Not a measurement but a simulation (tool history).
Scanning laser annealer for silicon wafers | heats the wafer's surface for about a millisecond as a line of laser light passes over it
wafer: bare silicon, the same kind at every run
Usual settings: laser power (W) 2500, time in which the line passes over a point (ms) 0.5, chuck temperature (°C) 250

| run | hour | laser power (W) | time in which the line passes over a point (ms) | chuck temperature (°C) | highest temperature of the surface (°C) |
|---|---|---|---|---|---|
| 1 | 0 | 2500 | 0.5 | 250 | 969.9 |
| 2 | 53.3 | 2364 | 0.5 | 250 | 931.9 |
| 3 | 94 | 2364 | 0.5 | 250 | 929.4 |
| 4 | 150.2 | 2364 | 0.5 | 250 | 930.7 |
| 5 | 188.2 | 2364 | 0.5 | 250 | 930.3 |
| 6 | 252 | 2500 | 0.5 | 250 | 971.6 |
| 7 | 316.2 | 2500 | 0.5 | 250 | 970.9 |
| 8 | 380.3 | 2500 | 0.5 | 250 | 972.1 |
| 9 | 422.1 | 2500 | 0.5 | 250 | 970.9 |
| 10 | 469 | 2500 | 0.5 | 250 | 970.3 |
| 11 | 498.5 | 2500 | 0.5 | 250 | 971.8 |
| 12 | 534.6 | 2500 | 0.5 | 251 | 972.7 |
| 13 | 575.5 | 2500 | 0.5 | 251 | 971.7 |
| 14 | 635.5 | 2500 | 0.5 | 251 | 971.9 |
| 15 | 681.3 | 2500 | 0.44 | 250 | 930.6 |
| 16 | 737.2 | 2500 | 0.44 | 250 | 930.8 |
|  | 770.5 | window over the wafer cleaned |
| 17 | 779.3 | 2500 | 0.44 | 250 | 930.2 |
| 18 | 841.5 | 2500 | 0.44 | 250 | 930.9 |
| 19 | 894.8 | 2500 | 0.5 | 213 | 933 |
| 20 | 950 | 2238 | 0.5 | 250 | 892.2 |
| 21 | 986.4 | 2126 | 0.5 | 250 | 859.6 |
| 22 | 1050 | 2126 | 0.5 | 250 | 860.6 |
| 23 | 1113.6 | 2126 | 0.5 | 229 | 840.3 |
| 24 | 1146.3 | 2235 | 0.615 | 239 | 945.7 |
| 25 | 1183.4 | 2500 | 0.617 | 250 | 1044.8 |
| 26 | 1241.9 | 2500 | 0.407 | 213 | 867.4 |
| 27 | 1269.5 | 2137 | 0.407 | 213 | 772.2 |
| 28 | 1323.5 | 2531 | 0.373 | 250 | 889.8 |
| 29 | 1361 | 2531 | 0.373 | 250 | 890.8 |
| 30 | 1418.6 | 2328 | 0.5 | 250 | 920.6 |
| 31 | 1481.3 | 2500 | 0.505 | 273 | 997.8 |
| 32 | 1519.7 | 2500 | 0.583 | 269 | 1043.4 |
| 33 | 1554.7 | 2500 | 0.583 | 269 | 1042.3 |
| 34 | 1583.4 | 2500 | 0.583 | 269 | 1043.2 |
| 35 | 1630.3 | 2337 | 0.35 | 239 | 809.7 |
| 36 | 1684.3 | 2409 | 0.384 | 226 | 841.2 |
| 37 | 1730.9 | 2409 | 0.384 | 226 | 839.9 |
| 38 | 1796.9 | 2269 | 0.603 | 226 | 937.9 |
| 39 | 1846.8 | 2669 | 0.514 | 235 | 1016.9 |
| 40 | 1892.1 | 2669 | 0.514 | 277 | 1057.8 |

Forecast each of these 5 alternatives for the next run:
| A | 1928.6 | 2637 | 0.391 | 213 | ? |
| B | 1928.6 | 2669 | 0.514 | 287 | ? |
| C | 1928.6 | 2500 | 0.5 | 259 | ? |
| D | 1928.6 | 2669 | 0.514 | 281 | ? |
| E | 1928.6 | 2269 | 0.391 | 277 | ? |

| run | highest temperature of the surface (°C) |
|---|---|
| A | 894 |
| B | 1068.6 |
| C | 980.2 |
| D | 1062.6 |
| E | 860.1 |
Without the tool's hidden state the same runs would have given:
| run | highest temperature of the surface (°C) |
|---|---|
| A | 894.3 |
| B | 1068.9 |
| C | 980.4 |
| D | 1062.9 |
| E | 860.3 |
